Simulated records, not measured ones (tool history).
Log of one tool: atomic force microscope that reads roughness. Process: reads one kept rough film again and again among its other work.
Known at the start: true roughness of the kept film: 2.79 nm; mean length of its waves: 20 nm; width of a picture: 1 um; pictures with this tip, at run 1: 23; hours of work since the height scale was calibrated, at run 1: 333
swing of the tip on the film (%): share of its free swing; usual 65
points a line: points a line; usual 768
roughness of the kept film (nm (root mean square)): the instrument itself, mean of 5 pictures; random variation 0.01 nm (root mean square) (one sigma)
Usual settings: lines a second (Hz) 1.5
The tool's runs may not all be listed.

| run | hour | lines a second (Hz) | swing of the tip on the film (%) | points a line | pictures with this tip | hours of work since the height scale was calibrated | roughness of the kept film (nm (root mean square)) |
|---|---|---|---|---|---|---|---|
| 1 | 0 | 1.5 | 65 | 768 | 23 | 333 | 2.245 |
| 2 | 17.8 | 1.5 | 65 | 768 | 43 | 344 | 2.201 |
| 3 | 35.6 | 3.24 | 65 | 768 | 63 | 356 | 2.133 |
| 4 | 58 | 3.24 | 65 | 768 | 89 | 371 | 2.1 |
| 5 | 78.8 | 3.24 | 65 | 768 | 112 | 384 | 2.072 |
| 6 | 92.9 | 3.24 | 65 | 768 | 128 | 393 | 2.063 |
| 7 | 108.6 | 3.24 | 65 | 768 | 146 | 404 | 2.03 |
| 8 | 129.7 | 3.24 | 65 | 768 | 170 | 417 | 2.025 |
| 9 | 157.5 | 3.24 | 65 | 521 | 201 | 435 | 1.968 |
| 10 | 170.9 | 3.24 | 65 | 521 | 216 | 444 | 1.958 |
| 11 | 198 | 3.24 | 65 | 521 | 247 | 462 | 1.931 |
| 12 | 211.8 | 3.24 | 65 | 521 | 263 | 471 | 1.891 |
|  | 231.4 | new tip fitted |
| 13 | 239.1 | 3.24 | 65 | 521 | 9 | 488 | 2.192 |
| 14 | 255.6 | 1.2 | 90 | 367 | 28 | 499 | 2.112 |
| 15 | 274.9 | 3.01 | 62 | 367 | 49 | 512 | 2.133 |
| 16 | 287.2 | 3.01 | 62 | 367 | 63 | 520 | 2.124 |
| 17 | 307.6 | 3.01 | 62 | 367 | 86 | 533 | 2.089 |
| 18 | 320.9 | 1.09 | 62 | 452 | 101 | 542 | 2.136 |
| 19 | 347.1 | 0.58 | 74 | 402 | 131 | 559 | 2.077 |
| 20 | 368.9 | 1.86 | 83 | 972 | 156 | 573 | 1.976 |
| 21 | 385 | 0.71 | 65 | 768 | 174 | 583 | 2.069 |

Measured less the same run without the tool's hidden state. The same run-to-run variation is in both; the gauge's scatter may not be:
The hidden state here: radius of the tip, nm; height scale over the true one, %; drift of the gauge itself on roughness_nm, %.
| run | roughness of the kept film (nm (root mean square)) |
|---|---|
| 1 | -0.044 |
| 2 | -0.069 |
| 3 | -0.094 |
| 4 | -0.122 |
| 5 | -0.149 |
| 6 | -0.168 |
| 7 | -0.19 |
| 8 | -0.218 |
| 9 | -0.247 |
| 10 | -0.268 |
| 11 | -0.298 |
| 12 | -0.313 |
| 13 | -0.032 |
| 14 | -0.056 |
| 15 | -0.089 |
| 16 | -0.105 |
| 17 | -0.135 |
| 18 | -0.155 |
| 19 | -0.188 |
| 20 | -0.21 |
| 21 | -0.241 |
